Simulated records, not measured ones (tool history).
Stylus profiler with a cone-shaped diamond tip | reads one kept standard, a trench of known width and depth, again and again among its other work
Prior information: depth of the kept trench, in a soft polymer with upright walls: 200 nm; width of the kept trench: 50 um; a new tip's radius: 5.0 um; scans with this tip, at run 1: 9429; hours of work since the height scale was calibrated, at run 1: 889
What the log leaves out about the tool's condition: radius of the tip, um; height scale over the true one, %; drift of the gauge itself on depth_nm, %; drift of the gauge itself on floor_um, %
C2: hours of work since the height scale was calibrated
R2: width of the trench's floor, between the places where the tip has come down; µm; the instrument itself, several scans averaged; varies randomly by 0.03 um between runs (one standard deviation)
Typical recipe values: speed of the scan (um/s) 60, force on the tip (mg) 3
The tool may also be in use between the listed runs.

run 1 hour=0 | speed_of_the_scan_(um/s)=60 force_on_the_tip_(mg)=3 | scans_with_this_tip=9429 C2=889 | depth_of_the_trench_(nm)=203.56 R2=46.85
run 2 hour=124.8 | speed_of_the_scan_(um/s)=60 force_on_the_tip_(mg)=3 | scans_with_this_tip=10224 C2=964 | depth_of_the_trench_(nm)=203.62 R2=46.84
run 3 hour=215.9 | speed_of_the_scan_(um/s)=66 force_on_the_tip_(mg)=3 | scans_with_this_tip=10805 C2=1019 | depth_of_the_trench_(nm)=203.66 R2=46.8
run 4 hour=354.3 | speed_of_the_scan_(um/s)=60 force_on_the_tip_(mg)=3 | scans_with_this_tip=11688 C2=1102 | depth_of_the_trench_(nm)=203.65 R2=46.87
run 5 hour=454.4 | speed_of_the_scan_(um/s)=60 force_on_the_tip_(mg)=3 | scans_with_this_tip=12326 C2=1162 | depth_of_the_trench_(nm)=203.72 R2=46.84
run 6 hour=574.9 | speed_of_the_scan_(um/s)=60 force_on_the_tip_(mg)=1.97 | scans_with_this_tip=13095 C2=1235 | depth_of_the_trench_(nm)=202.64 R2=46.77
run 7 hour=701.4 | speed_of_the_scan_(um/s)=60 force_on_the_tip_(mg)=1.97 | scans_with_this_tip=13901 C2=1311 | depth_of_the_trench_(nm)=202.92 R2=46.73
run 8 hour=826.7 | speed_of_the_scan_(um/s)=60 force_on_the_tip_(mg)=1.97 | scans_with_this_tip=14700 C2=1386 | depth_of_the_trench_(nm)=202.8 R2=46.8
run 9 hour=970 | speed_of_the_scan_(um/s)=60 force_on_the_tip_(mg)=3 | scans_with_this_tip=15614 C2=1472 | depth_of_the_trench_(nm)=203.45 R2=46.88
run 10 hour=1069.8 | speed_of_the_scan_(um/s)=60 force_on_the_tip_(mg)=2.2 | scans_with_this_tip=16250 C2=1532 | depth_of_the_trench_(nm)=202.94 R2=46.78
-- hour=1078.1 height scale calibrated on a step standard
run 11 hour=1180 | speed_of_the_scan_(um/s)=60 force_on_the_tip_(mg)=3 | scans_with_this_tip=16950 C2=61 | depth_of_the_trench_(nm)=203.7 R2=46.84
run 12 hour=1314.4 | speed_of_the_scan_(um/s)=79 force_on_the_tip_(mg)=3 | scans_with_this_tip=17807 C2=142 | depth_of_the_trench_(nm)=203.79 R2=46.73
run 13 hour=1379 | speed_of_the_scan_(um/s)=60 force_on_the_tip_(mg)=3 | scans_with_this_tip=18218 C2=181 | depth_of_the_trench_(nm)=203.46 R2=46.86
run 14 hour=1523.8 | speed_of_the_scan_(um/s)=174 force_on_the_tip_(mg)=3 | scans_with_this_tip=19142 C2=268 | depth_of_the_trench_(nm)=203.6 R2=46.15
run 15 hour=1614.7 | speed_of_the_scan_(um/s)=32 force_on_the_tip_(mg)=2.39 | scans_with_this_tip=19722 C2=323 | depth_of_the_trench_(nm)=203.33 R2=46.97
run 16 hour=1754.5 | speed_of_the_scan_(um/s)=27 force_on_the_tip_(mg)=8.45 | scans_with_this_tip=20612 C2=407 | depth_of_the_trench_(nm)=207.55 R2=47.08
run 17 hour=1881.4 | speed_of_the_scan_(um/s)=27 force_on_the_tip_(mg)=8.32 | scans_with_this_tip=21422 C2=483 | depth_of_the_trench_(nm)=207.34 R2=47.1
run 18 hour=1952.8 | speed_of_the_scan_(um/s)=146 force_on_the_tip_(mg)=3.79 | scans_with_this_tip=21877 C2=526 | depth_of_the_trench_(nm)=204.33 R2=46.4
run 19 hour=2017.1 | speed_of_the_scan_(um/s)=113 force_on_the_tip_(mg)=1.66 | scans_with_this_tip=22287 C2=565 | depth_of_the_trench_(nm)=202.44 R2=46.3
run 20 hour=2124.3 | speed_of_the_scan_(um/s)=28 force_on_the_tip_(mg)=1.15 | scans_with_this_tip=22970 C2=629 | depth_of_the_trench_(nm)=202.02 R2=46.91
run 21 hour=2185.6 | speed_of_the_scan_(um/s)=28 force_on_the_tip_(mg)=1.15 | scans_with_this_tip=23362 C2=666 | depth_of_the_trench_(nm)=201.77 R2=46.91
run 22 hour=2267.8 | speed_of_the_scan_(um/s)=28 force_on_the_tip_(mg)=1.15 | scans_with_this_tip=23886 C2=715 | depth_of_the_trench_(nm)=202 R2=46.94
run 23 hour=2344.2 | speed_of_the_scan_(um/s)=28 force_on_the_tip_(mg)=1.15 | scans_with_this_tip=24372 C2=761 | depth_of_the_trench_(nm)=201.99 R2=46.89
-- hour=2401.9 new tip fitted, height scale calibrated
run 24 hour=2478.6 | speed_of_the_scan_(um/s)=28 force_on_the_tip_(mg)=1.15 | scans_with_this_tip=489 C2=46 | depth_of_the_trench_(nm)=202.04 R2=46.9
run 25 hour=2566.6 | speed_of_the_scan_(um/s)=60 force_on_the_tip_(mg)=3.65 | scans_with_this_tip=1050 C2=99 | depth_of_the_trench_(nm)=204.29 R2=46.92
run 26 hour=2635.9 | speed_of_the_scan_(um/s)=15 force_on_the_tip_(mg)=3.65 | scans_with_this_tip=1492 C2=141 | depth_of_the_trench_(nm)=204.23 R2=47.16
run 27 hour=2755 | speed_of_the_scan_(um/s)=219 force_on_the_tip_(mg)=4.55 | scans_with_this_tip=2251 C2=212 | depth_of_the_trench_(nm)=204.75 R2=46.24
run 28 hour=2863.3 | speed_of_the_scan_(um/s)=60 force_on_the_tip_(mg)=4.3 | scans_with_this_tip=2942 C2=277 | depth_of_the_trench_(nm)=204.7 R2=46.92

Here are 3 independent what-if runs from the current tool condition. What would each one return?
run A hour=2961.8 | speed_of_the_scan_(um/s)=142 force_on_the_tip_(mg)=2.57 | scans_with_this_tip=3570 C2=337 | depth_of_the_trench_(nm)=? R2=?
run B hour=2961.8 | speed_of_the_scan_(um/s)=60 force_on_the_tip_(mg)=1.55 | scans_with_this_tip=3570 C2=337 | depth_of_the_trench_(nm)=? R2=?
run C hour=2961.8 | speed_of_the_scan_(um/s)=24 force_on_the_tip_(mg)=3.5 | scans_with_this_tip=3570 C2=337 | depth_of_the_trench_(nm)=? R2=?

run=A depth_of_the_trench_(nm)=203.22 R2=46.32
run=B depth_of_the_trench_(nm)=202.42 R2=46.7
run=C depth_of_the_trench_(nm)=204.24 R2=47.06
Had the tool no hidden state, the same runs would have come out as:
run=A depth_of_the_trench_(nm)=203.22 R2=46.32
run=B depth_of_the_trench_(nm)=202.43 R2=46.7
run=C depth_of_the_trench_(nm)=204.25 R2=47.06

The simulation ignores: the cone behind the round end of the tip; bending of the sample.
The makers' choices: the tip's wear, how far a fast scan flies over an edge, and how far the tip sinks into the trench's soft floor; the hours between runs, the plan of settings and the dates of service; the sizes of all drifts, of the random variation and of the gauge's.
